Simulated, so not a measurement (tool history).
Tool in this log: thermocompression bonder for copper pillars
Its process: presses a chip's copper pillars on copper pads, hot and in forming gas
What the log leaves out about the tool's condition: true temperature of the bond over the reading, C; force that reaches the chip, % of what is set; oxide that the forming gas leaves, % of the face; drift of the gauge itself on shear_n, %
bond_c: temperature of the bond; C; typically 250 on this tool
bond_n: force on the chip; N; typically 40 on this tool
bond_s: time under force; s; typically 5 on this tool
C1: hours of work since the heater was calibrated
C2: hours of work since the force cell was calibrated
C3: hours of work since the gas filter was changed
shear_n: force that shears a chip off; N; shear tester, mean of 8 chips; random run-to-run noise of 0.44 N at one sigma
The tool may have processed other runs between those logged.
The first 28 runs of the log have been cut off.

run 29 hour=1603.8 | bond_c=278 bond_n=47 bond_s=8 | C1=532 C2=338 C3=49 | shear_n=95.9
run 30 hour=1675.4 | bond_c=278 bond_n=47 bond_s=8 | C1=568 C2=374 C3=85 | shear_n=94.6
run 31 hour=1720.7 | bond_c=262 bond_n=51 bond_s=3 | C1=591 C2=397 C3=108 | shear_n=75.9
run 32 hour=1786.3 | bond_c=250 bond_n=26 bond_s=5 | C1=624 C2=431 C3=142 | shear_n=44.3
run 33 hour=1832.9 | bond_c=250 bond_n=26 bond_s=5 | C1=648 C2=454 C3=165 | shear_n=43.3
run 34 hour=1882.5 | bond_c=250 bond_n=26 bond_s=5 | C1=673 C2=479 C3=191 | shear_n=43.2
run 35 hour=1941.9 | bond_c=250 bond_n=26 bond_s=5 | C1=703 C2=510 C3=221 | shear_n=43.0
run 36 hour=2022.1 | bond_c=272 bond_n=55 bond_s=8 | C1=744 C2=550 C3=261 | shear_n=94.1
run 37 hour=2071.0 | bond_c=272 bond_n=41 bond_s=11 | C1=769 C2=575 C3=286 | shear_n=90.2
run 38 hour=2120.3 | bond_c=257 bond_n=40 bond_s=13 | C1=794 C2=600 C3=311 | shear_n=83.8

Branching from run 38: 5 alternative next runs. What would each branch give?
run A hour=2203.6 | bond_c=273 bond_n=28 bond_s=3 | C1=836 C2=642 C3=353 | shear_n=?
run B hour=2203.6 | bond_c=236 bond_n=32 bond_s=13 | C1=836 C2=642 C3=353 | shear_n=?
run C hour=2203.6 | bond_c=237 bond_n=43 bond_s=6 | C1=836 C2=642 C3=353 | shear_n=?
run D hour=2203.6 | bond_c=250 bond_n=40 bond_s=15 | C1=836 C2=642 C3=353 | shear_n=?
run E hour=2203.6 | bond_c=267 bond_n=58 bond_s=13 | C1=836 C2=642 C3=353 | shear_n=?

run=A shear_n=53.0
run=B shear_n=58.3
run=C shear_n=59.2
run=D shear_n=82.0
run=E shear_n=95.8
What these runs would have given with no unlogged condition in the tool:
run=A shear_n=52.2
run=B shear_n=57.2
run=C shear_n=58.3
run=D shear_n=82.9
run=E shear_n=99.8
